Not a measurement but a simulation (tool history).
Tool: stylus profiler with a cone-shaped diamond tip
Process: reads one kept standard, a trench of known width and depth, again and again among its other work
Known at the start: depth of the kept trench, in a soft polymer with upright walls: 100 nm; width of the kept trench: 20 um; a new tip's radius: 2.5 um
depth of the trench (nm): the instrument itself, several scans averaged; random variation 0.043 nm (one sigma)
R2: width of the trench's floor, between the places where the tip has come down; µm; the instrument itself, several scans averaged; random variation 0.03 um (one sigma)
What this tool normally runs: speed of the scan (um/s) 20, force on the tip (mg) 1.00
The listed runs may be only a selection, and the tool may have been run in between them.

run 1 hour=0.0 | speed_of_the_scan_(um/s)=20 force_on_the_tip_(mg)=1.00 | depth_of_the_trench_(nm)=100.56 R2=17.98
run 2 hour=94.2 | speed_of_the_scan_(um/s)=20 force_on_the_tip_(mg)=1.00 | depth_of_the_trench_(nm)=100.49 R2=17.97
run 3 hour=160.4 | speed_of_the_scan_(um/s)=20 force_on_the_tip_(mg)=1.00 | depth_of_the_trench_(nm)=100.46 R2=17.98
run 4 hour=258.8 | speed_of_the_scan_(um/s)=20 force_on_the_tip_(mg)=1.00 | depth_of_the_trench_(nm)=100.58 R2=18.01
run 5 hour=315.4 | speed_of_the_scan_(um/s)=20 force_on_the_tip_(mg)=1.00 | depth_of_the_trench_(nm)=100.54 R2=17.90
run 6 hour=386.4 | speed_of_the_scan_(um/s)=15 force_on_the_tip_(mg)=0.83 | depth_of_the_trench_(nm)=100.50 R2=17.91
-- hour=392.6 height scale calibrated on a step standard
run 7 hour=523.0 | speed_of_the_scan_(um/s)=12 force_on_the_tip_(mg)=2.52 | depth_of_the_trench_(nm)=101.09 R2=17.97
run 8 hour=579.1 | speed_of_the_scan_(um/s)=12 force_on_the_tip_(mg)=2.52 | depth_of_the_trench_(nm)=100.94 R2=17.90
run 9 hour=681.1 | speed_of_the_scan_(um/s)=6 force_on_the_tip_(mg)=0.54 | depth_of_the_trench_(nm)=100.62 R2=17.87
run 10 hour=744.7 | speed_of_the_scan_(um/s)=6 force_on_the_tip_(mg)=0.54 | depth_of_the_trench_(nm)=100.57 R2=17.88

4 options for the next run, each taken on its own from the tool as it stands now. Forecast them:
-- hour=800.2 new tip fitted, height scale calibrated
run A hour=803.7 | speed_of_the_scan_(um/s)=22 force_on_the_tip_(mg)=1.83 | depth_of_the_trench_(nm)=? R2=?
-- hour=800.2 new tip fitted, height scale calibrated
run B hour=803.7 | speed_of_the_scan_(um/s)=11 force_on_the_tip_(mg)=1.08 | depth_of_the_trench_(nm)=? R2=?
-- hour=800.2 new tip fitted, height scale calibrated
run C hour=803.7 | speed_of_the_scan_(um/s)=10 force_on_the_tip_(mg)=0.41 | depth_of_the_trench_(nm)=? R2=?
-- hour=800.2 new tip fitted, height scale calibrated
run D hour=803.7 | speed_of_the_scan_(um/s)=42 force_on_the_tip_(mg)=1.85 | depth_of_the_trench_(nm)=? R2=?

run=A depth_of_the_trench_(nm)=100.47 R2=18.49
run=B depth_of_the_trench_(nm)=100.35 R2=18.50
run=C depth_of_the_trench_(nm)=100.19 R2=18.44
run=D depth_of_the_trench_(nm)=100.47 R2=18.42
Without the tool's unlogged condition, the same runs would have read:
run=A depth_of_the_trench_(nm)=100.52 R2=18.48
run=B depth_of_the_trench_(nm)=100.39 R2=18.49
run=C depth_of_the_trench_(nm)=100.23 R2=18.43
run=D depth_of_the_trench_(nm)=100.51 R2=18.41
